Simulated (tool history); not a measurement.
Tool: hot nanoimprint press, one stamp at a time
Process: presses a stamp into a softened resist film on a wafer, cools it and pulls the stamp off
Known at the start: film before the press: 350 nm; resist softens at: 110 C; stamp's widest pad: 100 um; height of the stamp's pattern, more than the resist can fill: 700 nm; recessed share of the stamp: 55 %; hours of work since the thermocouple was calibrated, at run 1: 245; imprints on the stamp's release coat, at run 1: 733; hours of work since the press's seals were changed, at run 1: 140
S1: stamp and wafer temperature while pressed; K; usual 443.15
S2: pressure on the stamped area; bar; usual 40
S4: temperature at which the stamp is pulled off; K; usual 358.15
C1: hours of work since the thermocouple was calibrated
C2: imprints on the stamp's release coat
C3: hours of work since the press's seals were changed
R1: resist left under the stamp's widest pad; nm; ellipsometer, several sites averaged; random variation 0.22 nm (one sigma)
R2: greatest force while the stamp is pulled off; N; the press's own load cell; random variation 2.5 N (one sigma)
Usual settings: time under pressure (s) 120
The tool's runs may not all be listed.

Run 1, hour 0: usual settings; C1 245; C2 733; C3 140. Result: R1 123.6 nm, R2 230 N.
At hour 12: stamp cleaned and given a new release coat.
Run 2, hour 30.8: usual settings but S2 58.6 bar; C1 264; C2 110; C3 158. Result: R1 98.6 nm, R2 205 N.
Run 3, hour 49: usual settings but S2 58.6 bar; C1 277; C2 217; C3 172. Result: R1 98.8 nm, R2 211 N.
At hour 68.9: plate thermocouple calibrated.
Run 4, hour 77.5: usual settings but S2 58.6 bar; C1 6; C2 366; C3 190. Result: R1 101 nm, R2 215 N.
Run 5, hour 106.4: usual settings but S2 58.6 bar; C1 28; C2 535; C3 212. Result: R1 100.6 nm, R2 227 N.
Run 6, hour 135.3: usual settings; C1 49; C2 704; C3 233. Result: R1 125.6 nm, R2 238 N.
At hour 150.5: stamp cleaned and given a new release coat.
Run 7, hour 170.7: usual settings; C1 71; C2 119; C3 255. Result: R1 125.7 nm, R2 211 N.
Run 8, hour 195.9: usual settings; C1 89; C2 266; C3 273. Result: R1 125.4 nm, R2 213 N.
Run 9, hour 222.6: usual settings; C1 109; C2 422; C3 293. Result: R1 125.1 nm, R2 219 N.
Run 10, hour 246.7: usual settings but time under pressure (s) 73; C1 127; C2 563; C3 311. Result: R1 148.2 nm, R2 227 N.
Run 11, hour 276.4: usual settings but time under pressure (s) 73; C1 149; C2 738; C3 333. Result: R1 147.8 nm, R2 235 N.
At hour 285.3: stamp cleaned and given a new release coat.
Run 12, hour 311.4: usual settings but time under pressure (s) 73; C1 170; C2 152; C3 354. Result: R1 147.8 nm, R2 210 N.
Run 13, hour 337.5: usual settings but time under pressure (s) 77; C1 190; C2 306; C3 374. Result: R1 145.1 nm, R2 218 N.
Run 14, hour 353.9: usual settings but time under pressure (s) 77; C1 202; C2 401; C3 386. Result: R1 144.6 nm, R2 219 N.
Run 15, hour 388.6: usual settings but time under pressure (s) 77; C1 227; C2 604; C3 411. Result: R1 144.6 nm, R2 226 N.
At hour 421.8: stamp cleaned and given a new release coat.
Run 16, hour 429.8: usual settings but S4 350.15 K; C1 253; C2 47; C3 437. Result: R1 123.6 nm, R2 227 N.
Run 17, hour 457.5: usual settings but S4 350.15 K; C1 274; C2 209; C3 458. Result: R1 123.3 nm, R2 237 N.
At hour 481.9: plate thermocouple calibrated.
Run 18, hour 481.9: usual settings but S2 27.7 bar, S4 351.15 K; C1 0; C2 335; C3 474. Result: R1 157.7 nm, R2 244 N.
Run 19, hour 515: usual settings but S2 27.7 bar, S4 351.15 K; C1 24; C2 528; C3 498. Result: R1 157.3 nm, R2 246 N.
Run 20, hour 548.1: usual settings but S2 27.7 bar, S4 351.15 K; C1 49; C2 722; C3 523. Result: R1 157.1 nm, R2 258 N.
At hour 559.8: stamp cleaned and given a new release coat.
Run 21, hour 572.5: usual settings but S2 27.7 bar, time under pressure (s) 172, S4 351.15 K; C1 62; C2 74; C3 536. Result: R1 139 nm, R2 227 N.
Run 22, hour 588.9: usual settings but S1 439.15 K, S2 27.7 bar, time under pressure (s) 172, S4 357.15 K; C1 75; C2 170; C3 548. Result: R1 164.4 nm, R2 214 N.
Run 23, hour 614.7: usual settings but S2 33.2 bar, S4 353.15 K; C1 94; C2 321; C3 567. Result: R1 141.2 nm, R2 237 N.
Run 24, hour 645.5: usual settings but S1 432.15 K, S2 57.2 bar, time under pressure (s) 156, S4 363.15 K; C1 116; C2 501; C3 590. Result: R1 158.2 nm, R2 210 N.

The next listed run, before its measurement:
Run 25, hour 662.4: usual settings but S1 436.15 K, time under pressure (s) 82; C1 129; C2 601; C3 603. Result: R1 ?, R2 ?.

Run 25 gave R1 194 nm, R2 225 N.
Without the tool's hidden state the same run would have given R1 192.9 nm, R2 200 N.
